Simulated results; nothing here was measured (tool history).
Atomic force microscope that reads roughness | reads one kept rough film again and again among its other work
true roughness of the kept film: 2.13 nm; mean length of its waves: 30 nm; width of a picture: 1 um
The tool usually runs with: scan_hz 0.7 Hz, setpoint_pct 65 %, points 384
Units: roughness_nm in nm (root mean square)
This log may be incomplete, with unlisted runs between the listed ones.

run 1 hour=0 | scan_hz=0.7 setpoint_pct=65 points=384 | roughness_nm=1.795
run 2 hour=10.6 | scan_hz=0.7 setpoint_pct=65 points=384 | roughness_nm=1.729
run 3 hour=35.3 | scan_hz=0.7 setpoint_pct=65 points=384 | roughness_nm=1.6
run 4 hour=46 | scan_hz=0.7 setpoint_pct=65 points=384 | roughness_nm=1.565
-- hour=69.3 new tip fitted
run 5 hour=69.3 | scan_hz=0.7 setpoint_pct=65 points=384 | roughness_nm=1.888
run 6 hour=80.9 | scan_hz=0.7 setpoint_pct=65 points=260 | roughness_nm=1.806
run 7 hour=100.8 | scan_hz=0.7 setpoint_pct=64 points=783 | roughness_nm=1.724
-- hour=103.1 height scale calibrated on a step standard
run 8 hour=124.5 | scan_hz=3.375 setpoint_pct=64 points=783 | roughness_nm=1.533
run 9 hour=148.8 | scan_hz=3.375 setpoint_pct=64 points=783 | roughness_nm=1.428
-- hour=153 new tip fitted
run 10 hour=173.4 | scan_hz=3.234 setpoint_pct=65 points=943 | roughness_nm=1.688

Forecast run 11:
-- hour=188.3 height scale calibrated on a step standard, once more
run 11 hour=196.9 | scan_hz=0.662 setpoint_pct=61 points=570 | roughness_nm=?

{"run 11": {"roughness_nm": 1.662}}
With no hidden state in the tool, this same run would have given roughness_nm 1.916 nm (root mean square).
